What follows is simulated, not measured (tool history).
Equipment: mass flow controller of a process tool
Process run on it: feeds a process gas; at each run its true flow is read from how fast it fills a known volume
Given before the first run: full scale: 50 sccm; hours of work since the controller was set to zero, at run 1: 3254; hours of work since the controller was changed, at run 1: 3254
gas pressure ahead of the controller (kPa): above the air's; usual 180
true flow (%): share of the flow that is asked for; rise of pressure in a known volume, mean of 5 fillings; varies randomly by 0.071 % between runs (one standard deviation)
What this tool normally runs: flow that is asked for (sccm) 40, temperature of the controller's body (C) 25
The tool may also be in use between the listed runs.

run    hour  flow that is asked for (sccm)  gas pressure ahead of the controller (kPa)  temperature of the controller's body (C)  hours of work since the controller was set to zero  hours of work since the controller was changed  true flow (%)
  1     0.0                             40                                         180                                        25                                                3254                                            3254          97.37
  2   217.5                             40                                         180                                        25                                                3385                                            3385          97.30
  3   379.8                             40                                         180                                        25                                                3482                                            3482          97.34
  4   614.8                             40                                         228                                        25                                                3624                                            3624          96.83
  5   776.3                             40                                         228                                        25                                                3721                                            3721          96.66
  6   974.3                             40                                         228                                        25                                                3841                                            3841          96.54
  7  1215.8                             40                                         228                                        28                                                3986                                            3986          96.68
  8  1423.5                             40                                         228                                        28                                                4111                                            4111          96.56
  9  1547.2                             40                                         228                                        28                                                4186                                            4186          96.57
     1623.6  -- controller's zero set anew
 10  1722.5                             40                                         228                                        28                                                  60                                            4291          96.00
 11  1959.9                             40                                         228                                        28                                                 203                                            4434          95.89
 12  2075.1                             40                                         228                                        28                                                 272                                            4503          95.89
 13  2248.8                             41                                         180                                        25                                                 377                                            4608          96.13
 14  2380.4                             40                                         261                                        25                                                 456                                            4687          95.31
 15  2522.9                             40                                         261                                        25                                                 542                                            4773          95.27
 16  2745.2                              9                                         180                                        25                                                 676                                            4907          94.60
 17  2877.8                              9                                         180                                        25                                                 756                                            4987          94.68
 18  3077.2                              9                                         180                                        25                                                 876                                            5107          94.49
 19  3210.8                             39                                         180                                        25                                                 956                                            5188          95.53
 20  3320.0                             39                                         180                                        25                                                1022                                            5253          95.45
 21  3467.1                             40                                         180                                        27                                                1111                                            5342          95.56
 22  3688.5                             40                                         180                                        32                                                1244                                            5475          95.93
 23  3798.9                             40                                         180                                        32                                                1310                                            5542          95.87
 24  3908.8                             40                                         180                                        25                                                1377                                            5608          95.11
 25  4075.0                             40                                         180                                        22                                                1477                                            5708          94.94
 26  4256.6                             33                                         174                                        24                                                1586                                            5818          94.83
 27  4397.2                             10                                         171                                        23                                                1671                                            5902          94.16
     4439.5  -- controller exchanged for a calibrated one
 28  4597.6                             10                                         171                                        23                                                  95                                              95          98.19

Run 29 has not been measured yet. What should we expect?
 29  4801.1                             28                                         199                                        25                                                 218                                             218              ?

true flow (%): 98.87
On a tool with no hidden condition, and with the same random variation, this run would have come out at true flow (%) 99.06.
